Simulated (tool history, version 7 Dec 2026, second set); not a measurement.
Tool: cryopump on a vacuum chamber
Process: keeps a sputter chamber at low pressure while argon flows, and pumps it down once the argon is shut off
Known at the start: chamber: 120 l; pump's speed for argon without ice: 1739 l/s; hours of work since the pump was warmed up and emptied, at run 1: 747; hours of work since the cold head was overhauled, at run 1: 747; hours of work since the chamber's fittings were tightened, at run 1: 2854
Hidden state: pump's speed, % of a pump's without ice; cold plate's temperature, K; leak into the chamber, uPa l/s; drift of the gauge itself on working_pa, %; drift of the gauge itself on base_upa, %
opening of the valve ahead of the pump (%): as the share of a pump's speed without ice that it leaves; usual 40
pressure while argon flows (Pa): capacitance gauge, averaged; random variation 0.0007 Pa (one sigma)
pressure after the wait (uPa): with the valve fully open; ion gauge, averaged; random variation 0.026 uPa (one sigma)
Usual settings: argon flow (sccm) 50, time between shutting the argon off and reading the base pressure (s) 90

run	day	argon flow (sccm)	time between shutting the argon off and reading the base pressure (s)	opening of the valve ahead of the pump (%)	hours of work since the pump was warmed up and emptied	hours of work since the cold head was overhauled	hours of work since the chamber's fittings were tightened	pressure while argon flows (Pa)	pressure after the wait (uPa)
1	0	50	90	40	747	747	2854	0.1319	2.66
2	1.129	50	90	40	771	771	2878	0.1328	2.66
3	3.004	50	189	40	809	809	2916	0.1349	2.31
4	5.104	50	189	40	853	853	2960	0.1352	2.3
5	7.483	29	90	40	902	902	3009	0.0778	2.77
6	8.958	29	90	40	932	932	3039	0.0791	2.85
7	10.817	29	90	40	971	971	3078	0.0797	2.92
8	13.092	29	90	40	1018	1018	3124	0.0792	2.97
9	15.046	25	90	40	1058	1058	3165	0.0677	3
10	17.321	50	47	40	1105	1105	3212	0.1391	3.99
# day 19.029: pump warmed up, emptied and cooled again
# day 19.112: leaking fittings of the chamber tightened, without venting
11	19.379	50	47	40	6	1141	6	0.1214	1.94
12	21.333	50	47	40	46	1182	46	0.1223	1.97
13	23.475	50	90	40	90	1226	90	0.1224	1.19
14	24.658	50	90	40	115	1250	115	0.1241	1.19
15	25.883	27	98	22	140	1276	140	0.1206	1.1
16	28.162	27	188	36	187	1323	187	0.0729	0.75
17	30.142	27	188	36	228	1364	228	0.0753	0.76
18	32.312	41	35	36	273	1409	273	0.1148	2.69
19	34.796	22	90	19	324	1460	324	0.1148	1.31
20	35.921	25	90	44	347	1483	347	0.0584	1.28
21	38.354	25	90	44	397	1533	397	0.0578	1.32
22	39.792	25	22	44	427	1563	427	0.0587	4.28
23	41.383	98	44	40	460	1596	460	0.252	2.29
24	43.35	52	128	40	500	1636	500	0.1338	1.17
25	44.825	52	128	40	531	1667	531	0.1333	1.12
26	47.125	50	149	42	578	1714	578	0.1224	1.08
27	48.871	38	30	23	614	1750	614	0.166	3.26
28	50.704	38	30	23	652	1788	652	0.1681	3.36

5 ways to go on from here, each from the tool as it stands after run 28. What would each give?
A	52.725	63	120	26	694	1830	694	?	?
B	52.725	50	42	34	694	1830	694	?	?
C	52.725	30	90	37	694	1830	694	?	?
D	52.725	54	30	35	694	1830	694	?	?
E	52.725	38	22	21	694	1830	694	?	?

run	pressure while argon flows (Pa)	pressure after the wait (uPa)
A	0.2478	1.36
B	0.1523	2.54
C	0.0849	1.51
D	0.1619	3.25
E	0.1832	4.35
Without the tool's hidden state the same runs would have given:
run	pressure while argon flows (Pa)	pressure after the wait (uPa)
A	0.2349	0.91
B	0.1422	2.11
C	0.0788	1.07
D	0.1508	2.83
E	0.1755	3.92

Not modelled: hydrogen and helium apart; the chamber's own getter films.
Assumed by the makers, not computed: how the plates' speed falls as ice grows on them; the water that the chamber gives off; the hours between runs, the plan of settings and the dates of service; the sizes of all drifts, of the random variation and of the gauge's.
